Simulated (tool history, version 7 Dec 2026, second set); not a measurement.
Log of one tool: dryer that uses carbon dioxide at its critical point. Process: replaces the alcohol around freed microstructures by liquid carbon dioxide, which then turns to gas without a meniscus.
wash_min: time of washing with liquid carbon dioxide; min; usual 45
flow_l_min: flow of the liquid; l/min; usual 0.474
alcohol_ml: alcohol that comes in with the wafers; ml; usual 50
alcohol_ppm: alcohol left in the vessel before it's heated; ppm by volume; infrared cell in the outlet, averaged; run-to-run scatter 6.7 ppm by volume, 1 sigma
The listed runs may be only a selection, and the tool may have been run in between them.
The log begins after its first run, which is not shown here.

Run 2, hour 8.2: usual settings. Result: alcohol_ppm 542 ppm by volume.
Run 3, hour 18.6: usual settings. Result: alcohol_ppm 549 ppm by volume.
At hour 24.9: inlet filter changed.
Run 4, hour 25.9: usual settings but alcohol_ml 30 ml. Result: alcohol_ppm 196 ppm by volume.
Run 5, hour 37.9: usual settings. Result: alcohol_ppm 307 ppm by volume.
Run 6, hour 47.5: usual settings. Result: alcohol_ppm 324 ppm by volume.
Run 7, hour 54: usual settings but alcohol_ml 20 ml. Result: alcohol_ppm 130 ppm by volume.
Run 8, hour 65.7: usual settings. Result: alcohol_ppm 313 ppm by volume.
Run 9, hour 71.2: usual settings but alcohol_ml 47 ml. Result: alcohol_ppm 312 ppm by volume.
Run 10, hour 77.7: usual settings. Result: alcohol_ppm 322 ppm by volume.
Run 11, hour 90: usual settings but wash_min 44 min. Result: alcohol_ppm 357 ppm by volume.
Run 12, hour 95.6: usual settings but wash_min 44 min. Result: alcohol_ppm 354 ppm by volume.
Run 13, hour 107.9: usual settings but alcohol_ml 34 ml. Result: alcohol_ppm 233 ppm by volume.
Run 14, hour 120.4: usual settings but alcohol_ml 34 ml. Result: alcohol_ppm 221 ppm by volume.
Run 15, hour 130.3: usual settings but alcohol_ml 34 ml. Result: alcohol_ppm 242 ppm by volume.
Run 16, hour 142.3: usual settings but alcohol_ml 34 ml. Result: alcohol_ppm 242 ppm by volume.
Run 17, hour 155.4: usual settings but alcohol_ml 34 ml. Result: alcohol_ppm 247 ppm by volume.
Run 18, hour 168.7: usual settings. Result: alcohol_ppm 344 ppm by volume.
Run 19, hour 181.8: usual settings but alcohol_ml 103 ml. Result: alcohol_ppm 691 ppm by volume.
Run 20, hour 191.4: usual settings but alcohol_ml 103 ml. Result: alcohol_ppm 686 ppm by volume.
Run 21, hour 200: usual settings. Result: alcohol_ppm 348 ppm by volume.
Run 22, hour 208.7: usual settings. Result: alcohol_ppm 356 ppm by volume.
Run 23, hour 217.8: usual settings. Result: alcohol_ppm 360 ppm by volume.
Run 24, hour 226.7: usual settings but wash_min 35 min, flow_l_min 0.611 l/min, alcohol_ml 47 ml. Result: alcohol_ppm 333 ppm by volume.

Run 25 is up next; what results do you expect?
Run 25, hour 232.5: usual settings but wash_min 35 min, flow_l_min 0.611 l/min, alcohol_ml 47 ml. Result: alcohol_ppm ?.

Run 25 came out at alcohol_ppm 347 ppm by volume.
With the hidden condition absent and the run-to-run variation left alone, this run would have shown alcohol_ppm 287 ppm by volume.
